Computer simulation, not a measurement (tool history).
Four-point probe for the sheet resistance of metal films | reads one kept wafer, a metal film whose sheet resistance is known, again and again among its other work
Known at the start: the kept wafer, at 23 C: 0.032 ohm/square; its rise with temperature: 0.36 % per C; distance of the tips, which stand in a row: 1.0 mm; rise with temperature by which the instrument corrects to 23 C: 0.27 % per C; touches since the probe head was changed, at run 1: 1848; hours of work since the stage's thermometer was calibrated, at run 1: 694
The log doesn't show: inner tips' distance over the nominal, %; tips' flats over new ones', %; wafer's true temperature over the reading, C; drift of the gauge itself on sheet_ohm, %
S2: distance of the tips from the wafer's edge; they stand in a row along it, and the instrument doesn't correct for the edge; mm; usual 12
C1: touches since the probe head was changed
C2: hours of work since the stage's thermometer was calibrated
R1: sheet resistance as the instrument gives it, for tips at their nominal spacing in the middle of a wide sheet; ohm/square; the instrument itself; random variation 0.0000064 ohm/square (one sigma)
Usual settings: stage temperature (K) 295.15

run 1 hour=0 | stage_temperature_(K)=295.15 S2=12 | C1=1848 C2=694 | R1=0.032049
run 2 hour=17.7 | stage_temperature_(K)=299.15 S2=12 | C1=2187 C2=701 | R1=0.032162
run 3 hour=38.2 | stage_temperature_(K)=299.15 S2=12 | C1=2581 C2=709 | R1=0.032164
run 4 hour=48.3 | stage_temperature_(K)=294.15 S2=12 | C1=2774 C2=713 | R1=0.03201
run 5 hour=63 | stage_temperature_(K)=295.15 S2=12 | C1=3056 C2=719 | R1=0.032051
run 6 hour=77.8 | stage_temperature_(K)=295.15 S2=12 | C1=3339 C2=725 | R1=0.032058
run 7 hour=98 | stage_temperature_(K)=295.15 S2=12 | C1=3728 C2=734 | R1=0.032038
run 8 hour=113.4 | stage_temperature_(K)=295.15 S2=12 | C1=4023 C2=740 | R1=0.032051
run 9 hour=127.3 | stage_temperature_(K)=295.15 S2=12 | C1=4289 C2=746 | R1=0.032042
run 10 hour=140 | stage_temperature_(K)=291.15 S2=49 | C1=4532 C2=751 | R1=0.031825
run 11 hour=154 | stage_temperature_(K)=295.15 S2=7 | C1=4801 C2=756 | R1=0.032257
run 12 hour=168.1 | stage_temperature_(K)=295.15 S2=7 | C1=5072 C2=762 | R1=0.032272

Run 13 comes next. What will it give?
run 13 hour=179.3 | stage_temperature_(K)=295.15 S2=7 | C1=5287 C2=767 | R1=?

{"run 13": {"R1": 0.032283}}
Without the tool's hidden state the same run would have given R1 0.03233 ohm/square.
